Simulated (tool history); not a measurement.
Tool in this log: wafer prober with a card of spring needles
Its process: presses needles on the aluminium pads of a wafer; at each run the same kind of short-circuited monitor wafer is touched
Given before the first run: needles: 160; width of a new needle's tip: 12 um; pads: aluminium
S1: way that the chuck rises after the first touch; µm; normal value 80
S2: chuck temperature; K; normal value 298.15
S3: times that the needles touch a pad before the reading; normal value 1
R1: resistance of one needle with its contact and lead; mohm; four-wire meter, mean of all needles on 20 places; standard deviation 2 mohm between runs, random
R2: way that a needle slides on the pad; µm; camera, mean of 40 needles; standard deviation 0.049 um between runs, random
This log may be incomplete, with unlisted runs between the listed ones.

| run | hour | S1 | S2 | S3 | R1 | R2 |
|---|---|---|---|---|---|---|
| 1 | 0 | 80 | 298.15 | 1 | 272 | 21.73 |
|  | 1.2 | tips cleaned on abrasive film |
| 2 | 11.2 | 80 | 343.15 | 1 | 275 | 21.54 |
|  | 15.9 | tips cleaned on abrasive film |
| 3 | 19 | 80 | 343.15 | 1 | 248 | 21.57 |
| 4 | 29.8 | 80 | 298.15 | 1 | 276 | 21.69 |
|  | 31.1 | tips cleaned on abrasive film |
| 5 | 40.3 | 80 | 298.15 | 1 | 261 | 21.65 |
|  | 46 | tips cleaned on abrasive film |
| 6 | 53.8 | 66 | 298.15 | 1 | 267 | 17.69 |
|  | 60.6 | tips cleaned on abrasive film |
| 7 | 62.1 | 66 | 298.15 | 1 | 234 | 17.66 |
| 8 | 68.9 | 80 | 360.15 | 1 | 267 | 21.56 |
|  | 70.7 | height of the first contact set anew |
|  | 75.6 | tips cleaned on abrasive film |
| 9 | 79.2 | 80 | 360.15 | 1 | 246 | 21.98 |
|  | 90.7 | tips cleaned on abrasive film |
| 10 | 91.7 | 80 | 346.15 | 2 | 232 | 21.95 |
| 11 | 103.3 | 80 | 397.15 | 1 | 283 | 21.91 |
|  | 105.4 | tips cleaned on abrasive film |
| 12 | 114.5 | 80 | 397.15 | 1 | 277 | 21.96 |
|  | 120.5 | tips cleaned on abrasive film |
| 13 | 123.9 | 80 | 397.15 | 1 | 262 | 21.91 |
| 14 | 133.1 | 66 | 317.15 | 1 | 290 | 18.12 |
|  | 135.4 | tips cleaned on abrasive film |
| 15 | 139.8 | 66 | 317.15 | 1 | 262 | 18.08 |
|  | 149.9 | tips cleaned on abrasive film |
| 16 | 151.6 | 66 | 317.15 | 1 | 243 | 18.08 |
| 17 | 157.7 | 67 | 375.15 | 2 | 268 | 18.38 |

3 ways to go on from here, each from the tool as it stands after run 17. What would each give?
|  | 164.3 | tips cleaned on abrasive film |
| A | 167.7 | 63 | 320.15 | 2 | ? | ? |
|  | 164.3 | tips cleaned on abrasive film |
| B | 167.7 | 70 | 330.15 | 2 | ? | ? |
|  | 164.3 | tips cleaned on abrasive film |
| C | 167.7 | 80 | 298.15 | 1 | ? | ? |

| run | R1 | R2 |
|---|---|---|
| A | 240 | 17.2 |
| B | 243 | 19.15 |
| C | 242 | 21.89 |
Take away the tool's hidden state, keep each run's random variation, and the runs would have read:
| run | R1 | R2 |
|---|---|---|
| A | 219 | 17.31 |
| B | 225 | 19.26 |
| C | 216 | 22 |
